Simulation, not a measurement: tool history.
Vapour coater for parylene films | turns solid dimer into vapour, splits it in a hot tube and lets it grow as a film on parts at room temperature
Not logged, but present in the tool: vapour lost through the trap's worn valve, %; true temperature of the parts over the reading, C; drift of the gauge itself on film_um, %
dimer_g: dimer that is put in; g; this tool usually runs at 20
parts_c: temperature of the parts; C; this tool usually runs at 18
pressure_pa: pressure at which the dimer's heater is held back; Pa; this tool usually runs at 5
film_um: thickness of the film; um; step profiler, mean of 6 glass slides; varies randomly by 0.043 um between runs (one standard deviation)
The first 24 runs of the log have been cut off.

| run | hour | dimer_g | parts_c | pressure_pa | hours of work since the trap's valve was overhauled | hours of work since the table's thermometer was calibrated | film_um |
|---|---|---|---|---|---|---|---|
| 25 | 324 | 34 | 24 | 3.05 | 114 | 587 | 7.16 |
| 26 | 332.2 | 34 | 24 | 3.05 | 119 | 592 | 7.19 |
| 27 | 350.5 | 34 | 24 | 3.05 | 129 | 602 | 7.15 |
| 28 | 362.4 | 9 | 26 | 2.51 | 136 | 609 | 1.87 |
| 29 | 374.6 | 11 | 27 | 2.57 | 143 | 616 | 2.24 |
| 30 | 389.8 | 11 | 27 | 2.57 | 152 | 625 | 2.18 |
| 31 | 401 | 13 | 30 | 6.48 | 159 | 632 | 2.32 |
| 32 | 419.4 | 9 | 25 | 6.36 | 169 | 642 | 1.63 |
| 33 | 437.5 | 31 | 22 | 7.25 | 180 | 653 | 5.88 |
| 34 | 456 | 8 | 27 | 5 | 190 | 664 | 1.44 |
| 35 | 466.9 | 11 | 14 | 5 | 197 | 670 | 2.44 |
| 36 | 476.4 | 11 | 14 | 5 | 202 | 675 | 2.38 |
| 37 | 492.4 | 11 | 14 | 5 | 212 | 685 | 2.44 |
| 38 | 508.7 | 11 | 14 | 10.66 | 221 | 694 | 2.21 |
| 39 | 522.3 | 15 | 13 | 7.77 | 229 | 702 | 3.15 |
|  | 528 | trap's valve overhauled |
| 40 | 536.4 | 15 | 13 | 7.77 | 5 | 708 | 3.6 |
| 41 | 546.3 | 15 | 18 | 2.65 | 11 | 714 | 3.8 |
| 42 | 554.2 | 20 | 18 | 5.82 | 15 | 718 | 4.59 |
| 43 | 570.3 | 9 | 20 | 4.03 | 25 | 727 | 2.07 |
| 44 | 587.4 | 9 | 20 | 4.03 | 34 | 737 | 2.06 |
| 45 | 599.6 | 9 | 20 | 4.03 | 42 | 744 | 2.06 |
| 46 | 608.1 | 12 | 11 | 4.03 | 46 | 749 | 3.15 |
| 47 | 626.5 | 12 | 16 | 4.03 | 57 | 760 | 2.91 |
| 48 | 639.2 | 19 | 11 | 2.13 | 64 | 767 | 5.31 |

3 options for the next run, each taken on its own from the tool as it stands now. Forecast them:
| A | 649.2 | 8 | 11 | 2.13 | 70 | 773 | ? |
| B | 649.2 | 12 | 11 | 6.66 | 70 | 773 | ? |
| C | 649.2 | 19 | 18 | 2.13 | 70 | 773 | ? |

| run | film_um |
|---|---|
| A | 2.22 |
| B | 2.88 |
| C | 4.65 |
With no hidden state in the tool, these same runs would have given:
| run | film_um |
|---|---|
| A | 2.32 |
| B | 3.01 |
| C | 4.86 |
